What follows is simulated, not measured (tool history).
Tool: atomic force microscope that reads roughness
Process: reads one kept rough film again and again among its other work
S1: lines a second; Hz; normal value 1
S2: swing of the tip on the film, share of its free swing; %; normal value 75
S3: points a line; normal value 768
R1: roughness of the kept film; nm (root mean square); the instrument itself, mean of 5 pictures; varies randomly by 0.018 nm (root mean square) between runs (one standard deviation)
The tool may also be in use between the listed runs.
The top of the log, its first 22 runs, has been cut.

| run | hour | S1 | S2 | S3 | R1 |
|---|---|---|---|---|---|
|  | 1218.6 | new tip fitted |
| 23 | 1230.3 | 2.22 | 61 | 336 | 4.289 |
| 24 | 1297.2 | 2.89 | 69 | 320 | 3.844 |
|  | 1330.4 | new tip fitted |
| 25 | 1363.8 | 1.72 | 78 | 352 | 3.987 |
| 26 | 1420.1 | 1.72 | 78 | 352 | 3.786 |
|  | 1440.7 | new tip fitted |
| 27 | 1483.8 | 1.72 | 78 | 636 | 3.956 |
| 28 | 1520.1 | 1 | 75 | 617 | 4.067 |
|  | 1552.2 | new tip fitted |
| 29 | 1567.4 | 2 | 67 | 617 | 4.243 |
| 30 | 1630.3 | 1 | 85 | 737 | 3.922 |
|  | 1662.9 | new tip fitted |
| 31 | 1679.4 | 1 | 79 | 547 | 4.227 |
| 32 | 1713.1 | 2.96 | 75 | 768 | 3.782 |
|  | 1774.4 | new tip fitted |
| 33 | 1790.9 | 2.96 | 75 | 768 | 3.879 |
| 34 | 1863.1 | 2.96 | 75 | 768 | 3.638 |
|  | 1885.4 | new tip fitted |
| 35 | 1916.7 | 0.52 | 78 | 779 | 4.376 |
| 36 | 1980.7 | 0.52 | 78 | 779 | 4.139 |
|  | 1995 | new tip fitted |
| 37 | 2024.8 | 1 | 79 | 752 | 4.185 |
| 38 | 2092.8 | 2.32 | 79 | 752 | 3.632 |
|  | 2106.7 | new tip fitted |
| 39 | 2169.8 | 2.12 | 67 | 752 | 4.087 |

Here are 5 independent what-if runs from the current tool condition. What would each one return?
|  | 2215.6 | new tip fitted |
| A | 2233.6 | 1 | 55 | 977 | ? |
|  | 2215.6 | new tip fitted |
| B | 2233.6 | 2.71 | 78 | 891 | ? |
|  | 2215.6 | new tip fitted |
| C | 2233.6 | 1.87 | 67 | 387 | ? |
|  | 2215.6 | new tip fitted |
| D | 2233.6 | 0.52 | 72 | 842 | ? |
|  | 2215.6 | new tip fitted |
| E | 2233.6 | 0.76 | 81 | 288 | ? |

| run | R1 |
|---|---|
| A | 4.51 |
| B | 3.88 |
| C | 4.255 |
| D | 4.495 |
| E | 4.341 |
Take away the tool's hidden state, keep each run's random variation, and the runs would have read:
| run | R1 |
|---|---|
| A | 4.493 |
| B | 3.866 |
| C | 4.239 |
| D | 4.478 |
| E | 4.325 |
